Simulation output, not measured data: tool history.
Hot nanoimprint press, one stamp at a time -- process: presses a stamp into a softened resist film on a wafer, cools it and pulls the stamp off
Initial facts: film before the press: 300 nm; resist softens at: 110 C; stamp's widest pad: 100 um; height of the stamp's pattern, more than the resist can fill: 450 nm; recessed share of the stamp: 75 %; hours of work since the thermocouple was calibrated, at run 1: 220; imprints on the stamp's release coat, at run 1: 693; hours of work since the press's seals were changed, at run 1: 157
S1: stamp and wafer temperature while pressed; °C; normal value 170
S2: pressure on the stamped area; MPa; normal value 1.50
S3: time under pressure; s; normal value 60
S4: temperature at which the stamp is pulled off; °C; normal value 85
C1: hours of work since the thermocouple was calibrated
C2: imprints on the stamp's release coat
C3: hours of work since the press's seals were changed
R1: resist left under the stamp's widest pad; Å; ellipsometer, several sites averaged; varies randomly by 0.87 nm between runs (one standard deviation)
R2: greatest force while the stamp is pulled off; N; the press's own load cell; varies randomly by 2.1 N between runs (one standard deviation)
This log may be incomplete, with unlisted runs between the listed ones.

run 1 day=0.000 | S1=170 S2=1.50 S3=60 S4=85 | C1=220 C2=693 C3=157 | R1=1256 R2=104
run 2 day=0.362 | S1=170 S2=1.50 S3=60 S4=85 | C1=225 C2=727 C3=162 | R1=1255 R2=105
run 3 day=0.842 | S1=170 S2=1.50 S3=60 S4=85 | C1=231 C2=771 C3=168 | R1=1254 R2=104
run 4 day=1.142 | S1=170 S2=1.50 S3=60 S4=85 | C1=235 C2=799 C3=172 | R1=1259 R2=111
run 5 day=1.471 | S1=170 S2=1.50 S3=60 S4=85 | C1=240 C2=830 C3=176 | R1=1262 R2=106
run 6 day=1.712 | S1=170 S2=1.50 S3=60 S4=85 | C1=243 C2=852 C3=179 | R1=1260 R2=108
run 7 day=2.192 | S1=170 S2=1.50 S3=60 S4=85 | C1=249 C2=897 C3=186 | R1=1278 R2=111
run 8 day=2.438 | S1=170 S2=1.50 S3=60 S4=85 | C1=252 C2=919 C3=189 | R1=1269 R2=111
run 9 day=2.817 | S1=170 S2=1.50 S3=60 S4=85 | C1=258 C2=955 C3=194 | R1=1271 R2=108
run 10 day=3.275 | S1=159 S2=1.59 S3=78 S4=85 | C1=264 C2=997 C3=200 | R1=2139 R2=110
run 11 day=3.629 | S1=162 S2=0.91 S3=66 S4=85 | C1=268 C2=1030 C3=205 | R1=2282 R2=110
run 12 day=3.967 | S1=162 S2=0.91 S3=66 S4=85 | C1=273 C2=1061 C3=209 | R1=2254 R2=111
run 13 day=4.283 | S1=160 S2=2.06 S3=52 S4=74 | C1=277 C2=1090 C3=213 | R1=2132 R2=123
run 14 day=4.700 | S1=170 S2=0.92 S3=60 S4=85 | C1=282 C2=1129 C3=219 | R1=1592 R2=113

Below are 4 alternative next runs, each starting from the tool's condition after run 14. Predict each:
run A day=5.079 | S1=169 S2=0.92 S3=60 S4=85 | C1=287 C2=1165 C3=224 | R1=? R2=?
run B day=5.079 | S1=170 S2=0.92 S3=117 S4=85 | C1=287 C2=1165 C3=224 | R1=? R2=?
run C day=5.079 | S1=170 S2=1.50 S3=60 S4=71 | C1=287 C2=1165 C3=224 | R1=? R2=?
run D day=5.079 | S1=170 S2=1.50 S3=31 S4=85 | C1=287 C2=1165 C3=224 | R1=? R2=?

run=A R1=1673 R2=115
run=B R1=1215 R2=114
run=C R1=1286 R2=128
run=D R1=1636 R2=118
With no hidden state in the tool, these same runs would have given:
run=A R1=1558 R2=95
run=B R1=1119 R2=94
run=C R1=1185 R2=106
run=D R1=1523 R2=98

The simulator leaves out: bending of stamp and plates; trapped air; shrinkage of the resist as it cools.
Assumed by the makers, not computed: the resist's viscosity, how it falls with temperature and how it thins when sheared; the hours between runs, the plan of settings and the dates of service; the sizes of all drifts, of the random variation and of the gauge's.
